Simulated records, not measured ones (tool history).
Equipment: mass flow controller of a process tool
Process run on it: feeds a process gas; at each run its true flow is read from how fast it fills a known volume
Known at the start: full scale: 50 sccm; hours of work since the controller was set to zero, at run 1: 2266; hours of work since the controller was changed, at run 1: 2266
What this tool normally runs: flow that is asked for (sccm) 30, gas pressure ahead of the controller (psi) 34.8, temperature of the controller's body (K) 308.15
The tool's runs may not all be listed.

run    hour  flow that is asked for (sccm)  gas pressure ahead of the controller (psi)  temperature of the controller's body (K)  hours of work since the controller was set to zero  hours of work since the controller was changed  true flow (%)
  1     0.0                             30                                        34.8                                    308.15                                                2266                                            2266          98.52
  2   111.4                             32                                        34.8                                    308.15                                                2313                                            2313          98.50
  3   244.6                             32                                        34.8                                    308.15                                                2370                                            2370          98.52
  4   356.1                             32                                        34.8                                    308.15                                                2418                                            2418          98.72
  5   548.8                             30                                        34.8                                    308.15                                                2500                                            2500          98.45
  6   756.6                             30                                        34.8                                    308.15                                                2589                                            2589          98.45
  7   943.7                             30                                        34.8                                    308.15                                                2669                                            2669          98.53
  8  1047.0                             30                                        34.8                                    308.15                                                2713                                            2713          98.49
  9  1271.4                             30                                        34.8                                    303.15                                                2809                                            2809          98.87
 10  1441.3                             30                                        34.8                                    303.15                                                2881                                            2881          98.71
 11  1611.9                             30                                        34.8                                    303.15                                                2954                                            2954          98.88
 12  1809.0                             26                                        22.2                                    302.15                                                3038                                            3038          98.42
 13  1946.8                             25                                        35.5                                    308.15                                                3097                                            3097          98.34
 14  2114.6                              9                                        32.3                                    308.15                                                3168                                            3168          97.22
 15  2291.2                             32                                        37.6                                    307.15                                                3244                                            3244          98.59
 16  2465.2                             32                                        27.4                                    307.15                                                3318                                            3318          98.45
 17  2618.2                             32                                        27.4                                    307.15                                                3383                                            3383          98.39
 18  2763.6                             25                                        37.1                                    305.15                                                3445                                            3445          98.54
 19  2922.1                             25                                        37.1                                    305.15                                                3513                                            3513          98.64

Here are 4 independent what-if runs from the current tool condition. What would each one return?
  A  3066.6                             44                                        22.6                                    297.15                                                3575                                            3575              ?
  B  3066.6                             41                                        20.6                                    305.15                                                3575                                            3575              ?
  C  3066.6                             15                                        21.6                                    305.15                                                3575                                            3575              ?
  D  3066.6                             47                                        21.9                                    297.15                                                3575                                            3575              ?

run  true flow (%)
  A          99.59
  B          98.81
  C          97.52
  D          99.65
The same runs, with their run-to-run variation unchanged, on a tool lacking any hidden condition would have given:
run  true flow (%)
  A          99.59
  B          98.80
  C          97.52
  D          99.65
